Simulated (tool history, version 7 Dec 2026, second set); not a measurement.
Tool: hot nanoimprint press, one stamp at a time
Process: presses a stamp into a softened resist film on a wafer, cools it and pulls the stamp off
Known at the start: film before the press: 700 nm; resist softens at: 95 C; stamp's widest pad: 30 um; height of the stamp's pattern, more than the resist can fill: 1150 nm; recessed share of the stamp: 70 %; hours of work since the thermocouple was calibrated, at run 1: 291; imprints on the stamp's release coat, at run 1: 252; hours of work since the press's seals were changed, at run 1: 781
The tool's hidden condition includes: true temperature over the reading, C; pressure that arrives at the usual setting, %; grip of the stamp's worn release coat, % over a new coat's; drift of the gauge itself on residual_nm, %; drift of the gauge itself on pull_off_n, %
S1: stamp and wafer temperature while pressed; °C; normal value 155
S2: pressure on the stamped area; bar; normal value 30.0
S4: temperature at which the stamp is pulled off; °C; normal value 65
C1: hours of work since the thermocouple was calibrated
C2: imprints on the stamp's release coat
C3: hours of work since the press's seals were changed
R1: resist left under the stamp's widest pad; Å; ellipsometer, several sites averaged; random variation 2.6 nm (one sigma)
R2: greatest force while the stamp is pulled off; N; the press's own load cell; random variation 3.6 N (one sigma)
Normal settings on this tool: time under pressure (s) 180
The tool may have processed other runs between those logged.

Run 1, hour 0.0: usual settings; C1 291; C2 252; C3 781. Result: R1 4417 Å, R2 196 N.
Run 2, hour 84.7: usual settings; C1 344; C2 509; C3 833. Result: R1 4508 Å, R2 221 N.
At hour 120.3: press's hydraulic seals changed and the load cell set to zero.
Run 3, hour 142.8: usual settings; C1 375; C2 660; C3 14. Result: R1 4469 Å, R2 228 N.
At hour 156.6: stamp cleaned and given a new release coat.
Run 4, hour 225.0: usual settings but time under pressure (s) 236; C1 422; C2 207; C3 61. Result: R1 4140 Å, R2 193 N.
At hour 257.6: plate thermocouple calibrated.
Run 5, hour 277.5: usual settings but time under pressure (s) 236; C1 12; C2 357; C3 92. Result: R1 3875 Å, R2 200 N.
Run 6, hour 330.8: usual settings but time under pressure (s) 236; C1 45; C2 519; C3 125. Result: R1 3870 Å, R2 203 N.
At hour 390.9: stamp cleaned and given a new release coat.
Run 7, hour 399.6: usual settings but S1 152 °C, time under pressure (s) 236; C1 84; C2 26; C3 164. Result: R1 4542 Å, R2 168 N.
Run 8, hour 441.9: usual settings; C1 111; C2 155; C3 190. Result: R1 4221 Å, R2 184 N.
Run 9, hour 514.1: usual settings; C1 155; C2 373; C3 235. Result: R1 4242 Å, R2 194 N.
Run 10, hour 583.5: usual settings but S1 148 °C; C1 198; C2 584; C3 278. Result: R1 5667 Å, R2 221 N.
At hour 619.8: stamp cleaned and given a new release coat.
Run 11, hour 642.4: usual settings but time under pressure (s) 116; C1 231; C2 68; C3 311. Result: R1 4882 Å, R2 179 N.
Run 12, hour 735.5: usual settings but S4 55 °C; C1 289; C2 350; C3 368. Result: R1 4395 Å, R2 254 N.
Run 13, hour 778.1: usual settings but time under pressure (s) 233; C1 315; C2 479; C3 395. Result: R1 4094 Å, R2 208 N.
At hour 850.5: stamp cleaned and given a new release coat.
Run 14, hour 850.5: usual settings but time under pressure (s) 233; C1 356; C2 0; C3 436. Result: R1 4127 Å, R2 179 N.
Run 15, hour 943.6: usual settings but S2 35.4 bar, time under pressure (s) 145; C1 414; C2 282; C3 494. Result: R1 4365 Å, R2 202 N.
At hour 991.1: plate thermocouple calibrated.
Run 16, hour 1019.9: usual settings but S1 148 °C, S2 35.4 bar, time under pressure (s) 145, S4 61 °C; C1 18; C2 504; C3 539. Result: R1 5611 Å, R2 229 N.
At hour 1085.2: stamp cleaned and given a new release coat.
Run 17, hour 1098.3: usual settings but S1 148 °C, S2 35.4 bar, time under pressure (s) 249, S4 55 °C; C1 63; C2 40; C3 584. Result: R1 5072 Å, R2 221 N.
Run 18, hour 1151.4: usual settings but S2 28.3 bar, time under pressure (s) 182, S4 73 °C; C1 96; C2 200; C3 617. Result: R1 4433 Å, R2 149 N.
Run 19, hour 1220.3: usual settings but S2 28.3 bar, time under pressure (s) 182, S4 73 °C; C1 138; C2 409; C3 660. Result: R1 4440 Å, R2 163 N.
Run 20, hour 1299.0: usual settings but S2 28.3 bar, time under pressure (s) 182, S4 64 °C; C1 187; C2 648; C3 708. Result: R1 4490 Å, R2 235 N.
At hour 1314.1: stamp cleaned and given a new release coat.
Run 21, hour 1381.2: usual settings but S2 28.3 bar, time under pressure (s) 182, S4 64 °C; C1 234; C2 204; C3 756. Result: R1 4537 Å, R2 194 N.
Run 22, hour 1456.9: usual settings but S1 148 °C, S2 19.7 bar, time under pressure (s) 167, S4 68 °C; C1 281; C2 433; C3 803. Result: R1 6327 Å, R2 199 N.
At hour 1539.1: press's hydraulic seals changed and the load cell set to zero.
At hour 1552.6: stamp cleaned and given a new release coat.
Run 23, hour 1553.9: usual settings but time under pressure (s) 358; C1 333; C2 4; C3 5. Result: R1 3654 Å, R2 176 N.
Run 24, hour 1610.8: usual settings but S1 144 °C, time under pressure (s) 98, S4 69 °C; C1 368; C2 176; C3 41. Result: R1 6621 Å, R2 172 N.
Run 25, hour 1661.7: usual settings but S2 25.7 bar; C1 400; C2 331; C3 72. Result: R1 4781 Å, R2 202 N.
At hour 1726.6: plate thermocouple calibrated.
Run 26, hour 1756.4: usual settings but S2 25.7 bar; C1 18; C2 608; C3 129. Result: R1 4547 Å, R2 213 N.
At hour 1786.2: stamp cleaned and given a new release coat.
Run 27, hour 1801.7: usual settings but S2 25.7 bar; C1 43; C2 47; C3 153. Result: R1 4531 Å, R2 181 N.
Run 28, hour 1853.9: usual settings but S2 25.7 bar; C1 75; C2 205; C3 186. Result: R1 4566 Å, R2 178 N.

What if the next run were any one of these 5? Each begins from the tool's condition after run 28:
Run A, hour 1920.5: usual settings but S1 164 °C; C1 116; C2 407; C3 227. Result: R1 ?, R2 ?.
Run B, hour 1920.5: usual settings but S4 58 °C; C1 116; C2 407; C3 227. Result: R1 ?, R2 ?.
Run C, hour 1920.5: usual settings but S1 147 °C, S2 25.7 bar, time under pressure (s) 317, S4 66 °C; C1 116; C2 407; C3 227. Result: R1 ?, R2 ?.
Run D, hour 1920.5: usual settings but S2 22.5 bar, time under pressure (s) 178; C1 116; C2 407; C3 227. Result: R1 ?, R2 ?.
Run E, hour 1920.5: usual settings but S2 23.5 bar, time under pressure (s) 280, S4 56 °C; C1 116; C2 407; C3 227. Result: R1 ?, R2 ?.

run    R1   R2
  A  2731  197
  B  4272  242
  C  5529  191
  D  4873  204
  E  4237  253
Without the tool's hidden state the same runs would have given:
run    R1   R2
  A  2660  165
  B  4171  203
  C  5437  160
  D  4778  171
  E  4139  213
